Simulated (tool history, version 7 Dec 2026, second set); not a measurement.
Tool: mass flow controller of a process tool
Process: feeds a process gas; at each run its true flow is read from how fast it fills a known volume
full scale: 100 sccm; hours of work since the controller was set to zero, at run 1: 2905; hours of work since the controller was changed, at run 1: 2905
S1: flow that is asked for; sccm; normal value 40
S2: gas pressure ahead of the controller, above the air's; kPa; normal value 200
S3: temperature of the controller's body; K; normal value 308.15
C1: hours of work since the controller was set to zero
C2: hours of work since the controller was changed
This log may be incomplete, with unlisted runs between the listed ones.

Run 1, hour 0.0: usual settings; C1 2905; C2 2905. Result: true flow (%) 98.93.
Run 2, hour 82.3: usual settings but S2 224 kPa; C1 2933; C2 2933. Result: true flow (%) 98.89.
Run 3, hour 137.4: usual settings but S2 224 kPa; C1 2951; C2 2951. Result: true flow (%) 98.69.
Run 4, hour 204.1: usual settings but S2 224 kPa; C1 2973; C2 2973. Result: true flow (%) 98.96.
Run 5, hour 309.0: usual settings but S2 224 kPa; C1 3007; C2 3007. Result: true flow (%) 98.78.
Run 6, hour 388.5: usual settings but S2 224 kPa; C1 3034; C2 3034. Result: true flow (%) 98.85.
Run 7, hour 495.7: usual settings but S2 222 kPa; C1 3069; C2 3069. Result: true flow (%) 98.74.
Run 8, hour 617.2: usual settings but S2 222 kPa; C1 3109; C2 3109. Result: true flow (%) 98.82.
Run 9, hour 747.1: usual settings but S2 222 kPa; C1 3152; C2 3152. Result: true flow (%) 98.87.
Run 10, hour 801.3: usual settings but S2 222 kPa; C1 3170; C2 3170. Result: true flow (%) 98.82.
Run 11, hour 857.4: usual settings but S2 222 kPa; C1 3188; C2 3188. Result: true flow (%) 98.81.
Run 12, hour 921.8: usual settings but S3 311.15 K; C1 3210; C2 3210. Result: true flow (%) 98.85.
Run 13, hour 1004.4: usual settings but S2 202 kPa; C1 3237; C2 3237. Result: true flow (%) 98.88.
Run 14, hour 1069.6: usual settings but S2 202 kPa; C1 3259; C2 3259. Result: true flow (%) 98.96.
Run 15, hour 1149.3: usual settings but S2 202 kPa; C1 3285; C2 3285. Result: true flow (%) 98.93.
Run 16, hour 1254.9: usual settings; C1 3320; C2 3320. Result: true flow (%) 98.95.
Run 17, hour 1321.5: usual settings but S2 204 kPa; C1 3342; C2 3342. Result: true flow (%) 98.99.
Run 18, hour 1435.8: usual settings but S2 204 kPa; C1 3379; C2 3379. Result: true flow (%) 98.87.
Run 19, hour 1549.2: usual settings but S2 274 kPa, S3 297.15 K; C1 3417; C2 3417. Result: true flow (%) 98.86.
Run 20, hour 1638.9: usual settings but S1 83 sccm, S2 163 kPa, S3 298.15 K; C1 3446; C2 3446. Result: true flow (%) 100.00.
Run 21, hour 1765.3: usual settings but S1 49 sccm, S2 228 kPa, S3 296.15 K; C1 3488; C2 3488. Result: true flow (%) 99.28.
Run 22, hour 1888.7: usual settings but S1 58 sccm, S2 181 kPa, S3 304.15 K; C1 3529; C2 3529. Result: true flow (%) 99.48.
Run 23, hour 1985.4: usual settings but S1 58 sccm, S2 181 kPa, S3 304.15 K; C1 3561; C2 3561. Result: true flow (%) 99.39.
Run 24, hour 2047.7: usual settings but S1 58 sccm, S2 181 kPa, S3 304.15 K; C1 3581; C2 3581. Result: true flow (%) 99.42.
Run 25, hour 2127.4: usual settings but S1 19 sccm; C1 3608; C2 3608. Result: true flow (%) 98.68.
Run 26, hour 2246.0: usual settings but S1 19 sccm; C1 3647; C2 3647. Result: true flow (%) 98.72.
Run 27, hour 2332.8: usual settings but S1 15 sccm, S2 241 kPa, S3 295.15 K; C1 3676; C2 3676. Result: true flow (%) 98.86.

Run 28 is up next; what results do you expect?
Run 28, hour 2397.6: usual settings but S1 31 sccm, S2 157 kPa, S3 301.15 K; C1 3697; C2 3697. Result: true flow (%) ?.

{"run 28": {"true flow (%)": 99.2}}
If the tool had no hidden condition, the same run with the same run-to-run variation would have returned true flow (%) 99.18.
